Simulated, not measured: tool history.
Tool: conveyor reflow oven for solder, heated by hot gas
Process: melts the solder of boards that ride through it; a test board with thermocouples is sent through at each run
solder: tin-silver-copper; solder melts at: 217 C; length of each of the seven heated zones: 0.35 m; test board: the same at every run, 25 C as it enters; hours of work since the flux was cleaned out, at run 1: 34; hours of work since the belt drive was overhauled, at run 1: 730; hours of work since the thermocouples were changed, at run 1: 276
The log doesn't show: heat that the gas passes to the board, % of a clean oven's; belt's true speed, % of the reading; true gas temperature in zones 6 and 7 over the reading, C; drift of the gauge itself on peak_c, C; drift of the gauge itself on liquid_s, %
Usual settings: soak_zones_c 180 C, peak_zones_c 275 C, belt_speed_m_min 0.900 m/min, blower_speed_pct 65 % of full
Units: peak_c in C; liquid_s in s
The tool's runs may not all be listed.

| run | hour | soak_zones_c | peak_zones_c | belt_speed_m_min | blower_speed_pct | hours of work since the flux was cleaned out | hours of work since the belt drive was overhauled | hours of work since the thermocouples were changed | peak_c | liquid_s |
|---|---|---|---|---|---|---|---|---|---|---|
| 1 | 0.0 | 180 | 275 | 0.900 | 65 | 34 | 730 | 276 | 261.4 | 40.7 |
| 2 | 69.6 | 180 | 275 | 0.900 | 65 | 63 | 759 | 305 | 261.2 | 40.3 |
| 3 | 126.0 | 180 | 275 | 0.900 | 65 | 87 | 784 | 329 | 261.2 | 40.6 |
| 4 | 169.2 | 180 | 275 | 0.900 | 68 | 106 | 802 | 348 | 261.4 | 40.6 |
| 5 | 230.3 | 180 | 275 | 1.030 | 65 | 132 | 828 | 374 | 256.6 | 33.7 |
| 6 | 266.5 | 180 | 275 | 0.900 | 65 | 147 | 843 | 389 | 261.0 | 40.6 |
| 7 | 335.0 | 180 | 275 | 0.900 | 65 | 176 | 873 | 419 | 261.0 | 40.5 |
| 8 | 372.2 | 180 | 275 | 0.900 | 65 | 192 | 888 | 434 | 261.0 | 40.6 |
| 9 | 402.1 | 180 | 275 | 0.802 | 65 | 205 | 901 | 447 | 264.0 | 46.9 |
| 10 | 470.2 | 168 | 275 | 0.900 | 65 | 234 | 930 | 476 | 259.1 | 37.2 |
|  | 491.8 | flux residue cleaned out of gas plates and filters |
| 11 | 542.6 | 190 | 282 | 0.902 | 65 | 22 | 959 | 505 | 269.3 | 45.4 |
|  | 552.8 | belt drive overhauled, speed set with a stopwatch |
| 12 | 590.6 | 171 | 273 | 0.892 | 60 | 40 | 16 | 524 | 258.0 | 38.5 |
| 13 | 644.2 | 171 | 276 | 0.980 | 75 | 63 | 39 | 546 | 260.2 | 35.4 |
| 14 | 707.1 | 171 | 278 | 0.976 | 64 | 90 | 66 | 573 | 260.2 | 35.5 |
| 15 | 776.0 | 170 | 266 | 0.962 | 86 | 119 | 95 | 603 | 253.4 | 33.7 |
|  | 792.7 | belt drive overhauled, speed set with a stopwatch, once more |
| 16 | 834.6 | 180 | 275 | 0.732 | 66 | 143 | 18 | 626 | 266.2 | 51.6 |

Forecast each of these 4 alternatives for the next run:
| A | 902.4 | 180 | 275 | 0.876 | 65 | 172 | 47 | 655 | ? | ? |
| B | 902.4 | 170 | 275 | 0.900 | 78 | 172 | 47 | 655 | ? | ? |
| C | 902.4 | 180 | 275 | 0.829 | 67 | 172 | 47 | 655 | ? | ? |
| D | 902.4 | 173 | 275 | 0.873 | 67 | 172 | 47 | 655 | ? | ? |

| run | peak_c | liquid_s |
|---|---|---|
| A | 261.7 | 41.0 |
| B | 261.5 | 38.0 |
| C | 263.3 | 44.6 |
| D | 261.0 | 39.3 |
Without the tool's hidden state the same runs would have given:
| run | peak_c | liquid_s |
|---|---|---|
| A | 262.3 | 41.3 |
| B | 262.2 | 38.3 |
| C | 263.8 | 44.8 |
| D | 261.6 | 39.6 |
